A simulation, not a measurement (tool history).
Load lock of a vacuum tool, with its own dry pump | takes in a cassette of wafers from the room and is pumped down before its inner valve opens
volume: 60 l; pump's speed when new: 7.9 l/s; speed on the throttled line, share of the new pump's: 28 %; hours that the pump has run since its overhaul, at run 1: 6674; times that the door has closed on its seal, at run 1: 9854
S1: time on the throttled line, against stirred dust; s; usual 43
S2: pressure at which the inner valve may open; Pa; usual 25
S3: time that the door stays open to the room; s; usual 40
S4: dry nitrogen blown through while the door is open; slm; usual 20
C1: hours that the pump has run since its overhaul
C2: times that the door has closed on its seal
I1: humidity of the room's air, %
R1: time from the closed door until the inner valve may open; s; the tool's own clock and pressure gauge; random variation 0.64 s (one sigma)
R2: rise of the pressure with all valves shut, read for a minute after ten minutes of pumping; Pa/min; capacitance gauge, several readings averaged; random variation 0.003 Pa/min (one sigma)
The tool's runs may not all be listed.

run,hour,S1,S2,S3,S4,C1,C2,I1,R1,R2
1,0.0,43,25,40,20,6674,9854,45.5,98.4,0.061
2,156.5,43,41,40,20,6830,10276,47.2,93.2,0.075
3,381.5,43,41,40,20,7055,10881,44.3,93.6,0.075
4,526.5,43,41,40,20,7200,11272,46.7,94.9,0.080
5,744.6,43,25,48,20,7418,11859,46.1,98.6,0.086
6,952.3,43,25,48,20,7626,12418,43.3,99.2,0.085
7,1074.4,43,25,48,20,7748,12746,43.2,98.0,0.094
8,1320.6,43,25,48,20,7994,13409,47.8,98.1,0.103
9,1459.0,43,25,48,19,8133,13782,46.1,99.5,0.103
10,1667.8,43,25,48,19,8342,14344,44.7,100.0,0.103
11,1810.9,43,25,40,20,8485,14729,44.2,100.4,0.111
12,1988.1,43,25,40,20,8662,15206,43.4,100.0,0.117
13,2189.8,43,25,40,4,8864,15749,45.4,100.0,0.134
14,2322.9,44,25,40,4,8997,16107,45.9,99.7,0.137
15,2568.2,44,25,40,4,9242,16767,45.4,99.6,0.149
16,2809.4,44,28,40,4,9483,17417,43.2,99.5,0.154
17,3038.2,44,28,40,4,9712,18033,45.5,99.6,0.155
18,3230.6,44,28,40,4,9904,18550,44.6,100.1,0.168
19,3361.3,43,25,40,20,10035,18902,46.2,100.7,0.155
20,3500.4,43,25,72,11,10174,19277,45.2,100.3,0.171
21,3715.2,43,46,150,15,10389,19855,49.7,95.0,0.180
22,3880.6,43,25,69,20,10554,20300,44.6,100.6,0.176
23,3993.6,43,38,40,33,10667,20604,46.0,97.7,0.174
24,4144.1,43,38,40,33,10818,21009,47.1,97.6,0.176
25,4371.1,41,25,40,11,11045,21620,45.8,98.6,0.191
26,4486.7,45,25,52,11,11161,21932,41.9,101.1,0.198
27,4625.3,45,25,52,11,11299,22305,45.0,102.2,0.208
28,4867.3,43,25,216,10,11541,22956,43.4,100.4,0.215
29,4997.3,26,46,216,10,11671,23306,44.9,84.4,0.229
30,5126.2,26,46,35,9,11800,23653,47.0,84.2,0.228
31,5337.9,26,46,35,9,12012,24223,45.2,84.2,0.234
32,5553.0,26,46,35,9,12227,24802,45.7,84.7,0.242

What does the tool deliver on the next run?
33,5686.8,26,46,35,9,12361,25162,45.9,?,?

Logged for run 33: R1 83.7 s, R2 0.248 Pa/min.
Minus the tool's unlogged condition, the same run would have read R1 76.7 s, R2 0.019 Pa/min.

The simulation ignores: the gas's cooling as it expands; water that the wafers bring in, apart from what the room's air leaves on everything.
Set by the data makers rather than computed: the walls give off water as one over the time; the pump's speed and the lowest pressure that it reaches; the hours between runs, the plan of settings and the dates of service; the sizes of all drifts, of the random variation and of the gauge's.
